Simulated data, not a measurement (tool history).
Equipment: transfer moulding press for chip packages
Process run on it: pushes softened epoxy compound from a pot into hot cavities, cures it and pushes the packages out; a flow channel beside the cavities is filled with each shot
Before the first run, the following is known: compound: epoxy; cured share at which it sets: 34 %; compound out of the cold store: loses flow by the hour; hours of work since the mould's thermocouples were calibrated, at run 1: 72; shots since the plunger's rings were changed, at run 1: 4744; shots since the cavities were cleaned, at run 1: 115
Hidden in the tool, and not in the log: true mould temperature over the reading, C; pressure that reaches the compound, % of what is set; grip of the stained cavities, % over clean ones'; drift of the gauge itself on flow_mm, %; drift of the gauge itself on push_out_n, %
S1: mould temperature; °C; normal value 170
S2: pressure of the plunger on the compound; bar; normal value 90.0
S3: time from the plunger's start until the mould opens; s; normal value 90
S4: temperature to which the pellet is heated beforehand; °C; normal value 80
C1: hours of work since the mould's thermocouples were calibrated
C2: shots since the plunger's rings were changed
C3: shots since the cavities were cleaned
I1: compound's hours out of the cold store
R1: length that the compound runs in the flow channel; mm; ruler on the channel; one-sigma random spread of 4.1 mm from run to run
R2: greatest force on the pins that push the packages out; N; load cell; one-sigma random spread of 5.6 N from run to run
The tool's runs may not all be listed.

{"run": 1, "day": 0.0, "S1": 170, "S2": 90.0, "S3": 90, "S4": 80, "C1": 72, "C2": 4744, "C3": 115, "I1": 45.7, "R1": 763, "R2": 235}
{"run": 2, "day": 0.783, "S1": 170, "S2": 106.8, "S3": 90, "S4": 80, "C1": 84, "C2": 4984, "C3": 355, "I1": 44.5, "R1": 827, "R2": 275}
{"day": 1.467, "done": "plunger's sealing rings changed"}
{"day": 1.633, "done": "cavities cleaned with cleaning compound and waxed"}
{"run": 3, "day": 2.625, "S1": 170, "S2": 106.8, "S3": 90, "S4": 80, "C1": 109, "C2": 337, "C3": 305, "I1": 23.1, "R1": 1027, "R2": 264}
{"day": 3.538, "done": "cavities cleaned with cleaning compound and waxed"}
{"run": 4, "day": 4.383, "S1": 170, "S2": 106.8, "S3": 90, "S4": 80, "C1": 135, "C2": 856, "C3": 259, "I1": 9.8, "R1": 1098, "R2": 254}
{"day": 5.404, "done": "cavities cleaned with cleaning compound and waxed"}
{"run": 5, "day": 5.804, "S1": 164, "S2": 90.0, "S3": 90, "S4": 80, "C1": 155, "C2": 1272, "C3": 121, "I1": 21.8, "R1": 971, "R2": 325}
{"run": 6, "day": 6.517, "S1": 164, "S2": 90.0, "S3": 90, "S4": 80, "C1": 166, "C2": 1492, "C3": 341, "I1": 42.2, "R1": 848, "R2": 352}
{"day": 7.3, "done": "cavities cleaned with cleaning compound and waxed"}
{"run": 7, "day": 7.383, "S1": 164, "S2": 90.0, "S3": 90, "S4": 80, "C1": 178, "C2": 1738, "C3": 26, "I1": 23.5, "R1": 952, "R2": 281}
{"run": 8, "day": 8.45, "S1": 170, "S2": 90.0, "S3": 90, "S4": 89, "C1": 194, "C2": 2065, "C3": 353, "I1": 29.6, "R1": 876, "R2": 266}
{"day": 9.15, "done": "cavities cleaned with cleaning compound and waxed"}
{"run": 9, "day": 10.083, "S1": 170, "S2": 90.0, "S3": 90, "S4": 89, "C1": 218, "C2": 2547, "C3": 286, "I1": 25.9, "R1": 887, "R2": 260}
{"day": 11.008, "done": "cavities cleaned with cleaning compound and waxed"}
{"run": 10, "day": 11.333, "S1": 170, "S2": 90.0, "S3": 90, "S4": 80, "C1": 235, "C2": 2911, "C3": 100, "I1": 30.2, "R1": 868, "R2": 223}
{"day": 12.921, "done": "cavities cleaned with cleaning compound and waxed"}
{"run": 11, "day": 13.004, "S1": 170, "S2": 90.0, "S3": 90, "S4": 80, "C1": 259, "C2": 3404, "C3": 25, "I1": 27.5, "R1": 869, "R2": 213}
{"run": 12, "day": 14.25, "S1": 170, "S2": 90.0, "S3": 90, "S4": 80, "C1": 278, "C2": 3787, "C3": 408, "I1": 32.4, "R1": 839, "R2": 281}
{"day": 14.842, "done": "cavities cleaned with cleaning compound and waxed"}
{"run": 13, "day": 15.608, "S1": 170, "S2": 90.0, "S3": 90, "S4": 80, "C1": 298, "C2": 4183, "C3": 234, "I1": 12.4, "R1": 945, "R2": 257}
{"day": 16.8, "done": "cavities cleaned with cleaning compound and waxed"}
{"run": 14, "day": 16.883, "S1": 170, "S2": 90.0, "S3": 90, "S4": 80, "C1": 316, "C2": 4555, "C3": 26, "I1": 27.6, "R1": 851, "R2": 205}
{"day": 17.083, "done": "mould's thermocouples calibrated"}
{"run": 15, "day": 18.571, "S1": 166, "S2": 90.0, "S3": 90, "S4": 71, "C1": 22, "C2": 5047, "C3": 518, "I1": 31.4, "R1": 833, "R2": 348}
{"day": 18.817, "done": "cavities cleaned with cleaning compound and waxed"}
{"day": 19.079, "done": "plunger's sealing rings changed"}
{"run": 16, "day": 19.529, "S1": 166, "S2": 90.0, "S3": 90, "S4": 71, "C1": 34, "C2": 137, "C3": 186, "I1": 28.6, "R1": 935, "R2": 288}
{"day": 20.825, "done": "cavities cleaned with cleaning compound and waxed"}
{"run": 17, "day": 21.221, "S1": 163, "S2": 99.3, "S3": 91, "S4": 79, "C1": 59, "C2": 637, "C3": 121, "I1": 14.0, "R1": 1079, "R2": 327}
{"day": 22.738, "done": "cavities cleaned with cleaning compound and waxed"}
{"run": 18, "day": 22.846, "S1": 170, "S2": 90.0, "S3": 126, "S4": 86, "C1": 82, "C2": 1116, "C3": 33, "I1": 15.7, "R1": 968, "R2": 200}
{"run": 19, "day": 24.275, "S1": 176, "S2": 90.9, "S3": 119, "S4": 86, "C1": 104, "C2": 1555, "C3": 472, "I1": 30.1, "R1": 864, "R2": 265}
{"day": 24.596, "done": "cavities cleaned with cleaning compound and waxed"}
{"run": 20, "day": 25.396, "S1": 172, "S2": 105.1, "S3": 90, "S4": 80, "C1": 120, "C2": 1879, "C3": 245, "I1": 10.5, "R1": 1056, "R2": 258}
{"day": 26.496, "done": "cavities cleaned with cleaning compound and waxed"}
{"run": 21, "day": 26.512, "S1": 172, "S2": 105.1, "S3": 90, "S4": 80, "C1": 135, "C2": 2202, "C3": 5, "I1": 11.6, "R1": 1038, "R2": 194}
{"day": 27.488, "done": "mould's thermocouples calibrated, once more"}
{"run": 22, "day": 27.846, "S1": 168, "S2": 105.1, "S3": 109, "S4": 80, "C1": 5, "C2": 2586, "C3": 389, "I1": 9.8, "R1": 1074, "R2": 269}
{"day": 28.508, "done": "cavities cleaned with cleaning compound and waxed"}
{"run": 23, "day": 29.471, "S1": 170, "S2": 105.6, "S3": 90, "S4": 80, "C1": 29, "C2": 3065, "C3": 295, "I1": 43.1, "R1": 869, "R2": 261}
{"day": 30.383, "done": "cavities cleaned with cleaning compound and waxed"}
{"run": 24, "day": 30.55, "S1": 170, "S2": 92.4, "S3": 90, "S4": 80, "C1": 44, "C2": 3376, "C3": 50, "I1": 13.2, "R1": 965, "R2": 231}
{"run": 25, "day": 31.867, "S1": 177, "S2": 90.0, "S3": 90, "S4": 70, "C1": 64, "C2": 3781, "C3": 455, "I1": 39.9, "R1": 777, "R2": 267}
{"day": 32.233, "done": "cavities cleaned with cleaning compound and waxed"}
{"run": 26, "day": 33.175, "S1": 170, "S2": 81.0, "S3": 82, "S4": 75, "C1": 83, "C2": 4162, "C3": 289, "I1": 35.7, "R1": 782, "R2": 281}

5 options for the next run, each taken on its own from the tool as it stands now. Forecast them:
{"day": 34.117, "done": "cavities cleaned with cleaning compound and waxed"}
{"run": "A", "day": 34.117, "S1": 164, "S2": 107.6, "S3": 82, "S4": 75, "C1": 96, "C2": 4432, "C3": 0, "I1": 47.2, "R1": "?", "R2": "?"}
{"day": 34.117, "done": "cavities cleaned with cleaning compound and waxed"}
{"run": "B", "day": 34.117, "S1": 170, "S2": 81.0, "S3": 82, "S4": 80, "C1": 96, "C2": 4432, "C3": 0, "I1": 43.5, "R1": "?", "R2": "?"}
{"day": 34.117, "done": "cavities cleaned with cleaning compound and waxed"}
{"run": "C", "day": 34.117, "S1": 177, "S2": 90.0, "S3": 97, "S4": 87, "C1": 96, "C2": 4432, "C3": 0, "I1": 11.6, "R1": "?", "R2": "?"}
{"day": 34.117, "done": "cavities cleaned with cleaning compound and waxed"}
{"run": "D", "day": 34.117, "S1": 170, "S2": 81.0, "S3": 83, "S4": 75, "C1": 96, "C2": 4432, "C3": 0, "I1": 23.5, "R1": "?", "R2": "?"}
{"day": 34.117, "done": "cavities cleaned with cleaning compound and waxed"}
{"run": "E", "day": 34.117, "S1": 170, "S2": 81.0, "S3": 99, "S4": 75, "C1": 96, "C2": 4432, "C3": 0, "I1": 29.2, "R1": "?", "R2": "?"}

run=A R1=854 R2=316
run=B R1=735 R2=208
run=C R1=910 R2=183
run=D R1=823 R2=225
run=E R1=802 R2=195
Take away the tool's hidden state, keep each run's random variation, and the runs would have read:
run=A R1=927 R2=314
run=B R1=799 R2=206
run=C R1=989 R2=181
run=D R1=894 R2=223
run=E R1=871 R2=193
